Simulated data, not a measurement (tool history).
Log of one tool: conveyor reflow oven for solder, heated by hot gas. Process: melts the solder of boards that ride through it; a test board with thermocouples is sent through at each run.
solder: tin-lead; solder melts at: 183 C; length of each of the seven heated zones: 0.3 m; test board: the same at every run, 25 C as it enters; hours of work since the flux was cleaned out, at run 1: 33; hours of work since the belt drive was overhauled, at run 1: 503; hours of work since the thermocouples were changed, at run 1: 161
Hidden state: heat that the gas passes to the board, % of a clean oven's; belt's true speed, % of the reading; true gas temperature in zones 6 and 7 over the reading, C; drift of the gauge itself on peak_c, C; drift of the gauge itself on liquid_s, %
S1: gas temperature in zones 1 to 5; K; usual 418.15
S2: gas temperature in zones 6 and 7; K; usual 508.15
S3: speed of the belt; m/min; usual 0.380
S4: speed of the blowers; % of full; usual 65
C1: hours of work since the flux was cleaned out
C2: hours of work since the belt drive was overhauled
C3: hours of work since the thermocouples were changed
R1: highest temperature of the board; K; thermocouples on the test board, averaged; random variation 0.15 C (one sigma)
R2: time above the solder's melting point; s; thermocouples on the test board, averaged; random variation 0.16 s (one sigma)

run 1 hour=0.0 | S1=418.15 S2=508.15 S3=0.380 S4=65 | C1=33 C2=503 C3=161 | R1=490.05 R2=74.4
run 2 hour=20.2 | S1=418.15 S2=508.15 S3=0.380 S4=65 | C1=44 C2=514 C3=172 | R1=490.15 R2=73.8
run 3 hour=47.9 | S1=418.15 S2=508.15 S3=0.380 S4=65 | C1=60 C2=530 C3=188 | R1=489.75 R2=73.9
run 4 hour=91.7 | S1=418.15 S2=508.15 S3=0.380 S4=65 | C1=85 C2=555 C3=213 | R1=489.65 R2=73.5
run 5 hour=120.1 | S1=418.15 S2=508.15 S3=0.380 S4=65 | C1=101 C2=571 C3=229 | R1=489.45 R2=73.4
run 6 hour=158.0 | S1=418.15 S2=508.15 S3=0.380 S4=65 | C1=123 C2=593 C3=251 | R1=488.95 R2=73.2
run 7 hour=194.8 | S1=418.15 S2=508.15 S3=0.380 S4=65 | C1=144 C2=614 C3=272 | R1=488.85 R2=73.4
run 8 hour=215.0 | S1=418.15 S2=508.15 S3=0.425 S4=65 | C1=156 C2=626 C3=284 | R1=485.25 R2=60.4
run 9 hour=242.5 | S1=418.15 S2=508.15 S3=0.380 S4=86 | C1=171 C2=641 C3=299 | R1=493.35 R2=78.1
run 10 hour=278.2 | S1=418.15 S2=508.15 S3=0.380 S4=86 | C1=192 C2=662 C3=320 | R1=492.95 R2=78.2
run 11 hour=303.4 | S1=418.15 S2=508.15 S3=0.328 S4=65 | C1=206 C2=676 C3=334 | R1=493.05 R2=90.4
run 12 hour=336.5 | S1=418.15 S2=508.15 S3=0.365 S4=65 | C1=225 C2=695 C3=353 | R1=489.35 R2=76.9
-- hour=359.7 flux residue cleaned out of gas plates and filters
run 13 hour=376.1 | S1=418.15 S2=508.15 S3=0.310 S4=56 | C1=9 C2=715 C3=373 | R1=492.95 R2=95.8
run 14 hour=398.5 | S1=418.15 S2=508.15 S3=0.310 S4=56 | C1=22 C2=728 C3=386 | R1=492.85 R2=95.6

Run 15 comes next. What will it give?
run 15 hour=439.1 | S1=405.15 S2=497.15 S3=0.385 S4=58 | C1=45 C2=751 C3=409 | R1=? R2=?

{"run 15": {"R1": 474.05, "R2": 46.9}}
Without the tool's hidden state the same run would have given R1 475.35 K, R2 48.2 s.
